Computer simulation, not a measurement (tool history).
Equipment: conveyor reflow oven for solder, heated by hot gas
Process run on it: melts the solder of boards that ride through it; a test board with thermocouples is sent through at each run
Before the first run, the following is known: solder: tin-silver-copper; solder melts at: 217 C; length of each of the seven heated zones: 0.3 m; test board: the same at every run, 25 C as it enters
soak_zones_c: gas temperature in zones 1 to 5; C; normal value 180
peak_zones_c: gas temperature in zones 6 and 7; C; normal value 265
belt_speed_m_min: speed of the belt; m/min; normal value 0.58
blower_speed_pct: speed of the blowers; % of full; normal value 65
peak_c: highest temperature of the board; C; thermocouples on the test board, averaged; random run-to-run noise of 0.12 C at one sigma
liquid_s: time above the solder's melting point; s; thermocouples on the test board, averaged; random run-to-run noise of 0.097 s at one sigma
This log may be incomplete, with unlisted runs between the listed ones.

run   hour  soak_zones_c  peak_zones_c  belt_speed_m_min  blower_speed_pct  peak_c  liquid_s
  1      0           180           265              0.58                65   245.8     43.29
  2    6.2           180           265              0.58                65   245.9     43.26
  3   17.9           180           265              0.58                65   246.2     43.19
  4   30.2           169           265              0.58                65   243.4     37.85
  5   36.4           180           265              0.58                65   245.9     43.24
  6   48.2           190           265              0.58                65     248     48.66
  7   59.8           180           265              0.58                65   245.9      43.2
  8   68.4           180           265              0.58                65   245.8     43.23
  9   73.9           180           265              0.58                65   245.8     43.18
 10   81.9           180           258             0.699                65   233.4     24.47
 11   88.5           180           258             0.699                65   233.5     24.62
 12   95.7           180           258             0.493                65   245.1     51.76
 13  104.8           180           258             0.493                65   245.2     52.07
 14    110           180           258             0.493                65   244.8     51.92
 15  117.7           190           258             0.493                65   246.6     57.99

What if the next run were any one of these 3? Each begins from the tool's condition after run 15:
  A   125           180           265             0.535                65       ?         ?
  B   125           190           254             0.493                61       ?         ?
  C   125           190           258             0.516                65       ?         ?

run  peak_c  liquid_s
  A   248.6      49.5
  B   242.5     54.07
  C   245.6     53.95
Without the tool's hidden state the same runs would have given:
run  peak_c  liquid_s
  A     249      49.7
  B   242.7     54.14
  C   245.9     54.04
